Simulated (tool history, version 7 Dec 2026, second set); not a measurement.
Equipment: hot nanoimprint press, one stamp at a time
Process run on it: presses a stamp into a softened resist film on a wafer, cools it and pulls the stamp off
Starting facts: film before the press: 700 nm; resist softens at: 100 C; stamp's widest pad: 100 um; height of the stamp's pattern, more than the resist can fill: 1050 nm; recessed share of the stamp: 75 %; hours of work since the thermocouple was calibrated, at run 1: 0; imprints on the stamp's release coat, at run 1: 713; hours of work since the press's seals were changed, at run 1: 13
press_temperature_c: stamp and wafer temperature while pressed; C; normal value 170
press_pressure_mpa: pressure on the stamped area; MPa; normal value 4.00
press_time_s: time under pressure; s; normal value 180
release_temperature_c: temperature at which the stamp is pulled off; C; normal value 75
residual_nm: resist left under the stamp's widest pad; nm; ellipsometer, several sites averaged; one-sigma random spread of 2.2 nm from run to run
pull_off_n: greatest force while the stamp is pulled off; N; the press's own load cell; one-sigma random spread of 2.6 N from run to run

run,day,press_temperature_c,press_pressure_mpa,press_time_s,release_temperature_c,hours of work since the thermocouple was calibrated,imprints on the stamp's release coat,hours of work since the press's seals were changed,residual_nm,pull_off_n
1,0.000,170,4.00,180,75,0,713,13,386.5,139
# day 2.046: stamp cleaned and given a new release coat
2,2.879,170,5.67,180,75,32,64,45,335.8,119
3,5.050,170,4.00,180,75,59,230,72,390.9,128
4,6.517,170,4.00,180,75,77,342,90,389.1,127
5,9.367,170,4.00,180,75,112,560,125,392.8,135
6,12.321,170,4.00,180,75,149,786,161,394.7,144
# day 13.388: stamp cleaned and given a new release coat
7,14.262,170,4.00,180,75,169,67,182,392.4,121
8,17.188,170,4.00,180,75,205,291,218,399.5,126
9,19.146,170,4.00,180,75,230,440,242,395.0,131
# day 19.517: plate thermocouple calibrated
10,20.488,170,4.00,137,75,12,533,257,432.8,136
11,22.992,170,4.00,137,75,43,725,288,435.3,140
# day 24.871: stamp cleaned and given a new release coat
12,25.554,170,4.00,180,81,71,52,317,397.6,106
13,28.188,168,4.00,180,75,104,254,349,429.7,128
14,30.554,170,5.84,180,75,133,435,378,345.9,134
15,33.096,170,4.00,163,72,164,629,409,419.3,143
# day 34.783: plate thermocouple calibrated, once more
16,35.417,170,4.00,163,72,8,797,436,410.1,151
# day 36.304: stamp cleaned and given a new release coat
17,38.512,174,3.45,157,70,43,169,471,392.3,138
18,40.354,174,3.45,339,70,65,309,494,298.0,136
19,43.129,169,4.00,180,62,100,522,528,409.7,166
20,45.008,164,2.94,297,60,123,665,551,455.2,181
21,46.504,164,2.94,297,60,141,779,570,459.8,183
# day 47.738: stamp cleaned and given a new release coat
22,48.083,158,4.00,232,75,158,27,586,514.3,123
23,50.717,171,4.00,232,67,190,228,619,360.6,144
24,53.671,181,6.06,101,71,226,454,655,298.1,139

How would selected steps in residual_nm from run to run divide? Give the signed amount a tool lacking its hidden state would still show from settings, what came in and random variation, and the signed amount left for the hidden state, including any gauge scatter that is not in both of the compared results.
The tool's hidden condition here consists of: true temperature over the reading, C; pressure that arrives at the usual setting, %; grip of the stamp's worn release coat, % over a new coat's; drift of the gauge itself on residual_nm, %; drift of the gauge itself on pull_off_n, %.
Run 15 -> 16: plate thermocouple calibrated, once more. residual_nm -9.2 nm: hidden state -10.0, all else +0.8.
Run 18 -> 19: press_temperature_c 174 -> 169, press_pressure_mpa 3.45 -> 4.00, press_time_s 339 -> 180, release_temperature_c 70 -> 62. residual_nm +111.7 nm: hidden state +2.6, all else +109.1.
Run 22 -> 23: press_temperature_c 158 -> 171, release_temperature_c 75 -> 67. residual_nm -153.7 nm: hidden state +0.9, all else -154.6.

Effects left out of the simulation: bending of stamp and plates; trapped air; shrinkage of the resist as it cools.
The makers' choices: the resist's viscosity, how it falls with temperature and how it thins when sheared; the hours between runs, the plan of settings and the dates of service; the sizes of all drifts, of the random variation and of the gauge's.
